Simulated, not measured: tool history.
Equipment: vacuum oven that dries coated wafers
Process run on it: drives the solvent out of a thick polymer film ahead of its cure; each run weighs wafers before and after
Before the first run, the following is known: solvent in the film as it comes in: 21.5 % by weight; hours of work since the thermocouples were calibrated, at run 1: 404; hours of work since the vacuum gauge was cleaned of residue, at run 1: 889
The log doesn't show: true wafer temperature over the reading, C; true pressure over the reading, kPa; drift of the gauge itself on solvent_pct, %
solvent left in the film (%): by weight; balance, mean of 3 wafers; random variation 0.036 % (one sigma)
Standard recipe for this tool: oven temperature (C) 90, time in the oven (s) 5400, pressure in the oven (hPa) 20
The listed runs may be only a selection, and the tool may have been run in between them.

run    hour  oven temperature (C)  time in the oven (s)  pressure in the oven (hPa)  hours of work since the thermocouples were calibrated  hours of work since the vacuum gauge was cleaned of residue  solvent left in the film (%)
  1       0                    90                  5400                          20                                                    404                                                          889                          1.19
  2    45.3                    92                  5400                          20                                                    428                                                          913                          0.97
  3      86                    92                  5400                          20                                                    449                                                          934                          0.98
  4   115.7                    92                  5400                          20                                                    465                                                          949                          1.01
  5   154.1                    90                  4320                          20                                                    485                                                          969                          1.83
  6   182.9                    90                  4320                          20                                                    500                                                          985                          1.78
  7   218.7                    84                  5400                          20                                                    519                                                         1003                          2.23
  8   255.1                    91                  5400                          20                                                    538                                                         1022                           1.1
  9   284.3                    91                  5400                          20                                                    553                                                         1038                          1.11
 10   327.6                    90                  5400                          20                                                    576                                                         1060                          1.25
 11   375.3                    90                  5400                        14.3                                                    601                                                         1085                          1.06
 12   403.9                    90                  5400                          20                                                    616                                                         1100                          1.22
 13   444.4                    90                  5400                          20                                                    637                                                         1121                          1.21
      464.4  -- vacuum gauge cleaned of residue and calibrated
 14   501.7                    90                  7620                          20                                                    666                                                           19                           0.6
 15   544.7                    90                  7620                          20                                                    688                                                           42                           0.6
 16   591.1                    86                  5340                        37.8                                                    713                                                           66                          2.12
 17   632.9                    85                  4380                        37.8                                                    734                                                           88                          3.11
 18   683.3                    85                  4380                        37.8                                                    761                                                          114                          2.96
 19   746.3                    90                  4980                        78.3                                                    794                                                          147                          2.68
 20     793                    98                  5400                        78.5                                                    818                                                          172                          1.51
 21   833.2                    81                  6600                          20                                                    839                                                          193                           1.9
 22   864.1                    88                  3480                        34.4                                                    855                                                          209                          3.19
 23   925.7                    88                  3480                        34.4                                                    887                                                          241                          3.18
 24   952.5                    97                  3540                          20                                                    901                                                          255                          1.17
 25   994.1                    97                  3540                          20                                                    923                                                          277                          1.07
 26  1043.4                    90                  8400                        24.6                                                    949                                                          303                          0.73
 27  1079.3                    81                  2940                        33.1                                                    968                                                          321                          6.14
 28  1125.6                    81                  3240                          11                                                    992                                                          346                          4.92
 29  1170.2                    81                  3240                          11                                                   1015                                                          369                          4.97
 30  1212.7                    90                  4860                          20                                                   1037                                                          391                          1.32

Take each entry between the runs: how does the hidden state at the last listed run before it differ from the hidden state at the first listed run after it?
From run 13 to run 14: vacuum gauge cleaned of residue and calibrated (hour 464.4)
  true wafer temperature over the reading, C: 0.62 -> 0.66; true pressure over the reading, kPa: 0.498 -> 0.01
  what was measured, less what the result would be without the hidden state, solvent left in the film (%): +0.05 -> -0.03

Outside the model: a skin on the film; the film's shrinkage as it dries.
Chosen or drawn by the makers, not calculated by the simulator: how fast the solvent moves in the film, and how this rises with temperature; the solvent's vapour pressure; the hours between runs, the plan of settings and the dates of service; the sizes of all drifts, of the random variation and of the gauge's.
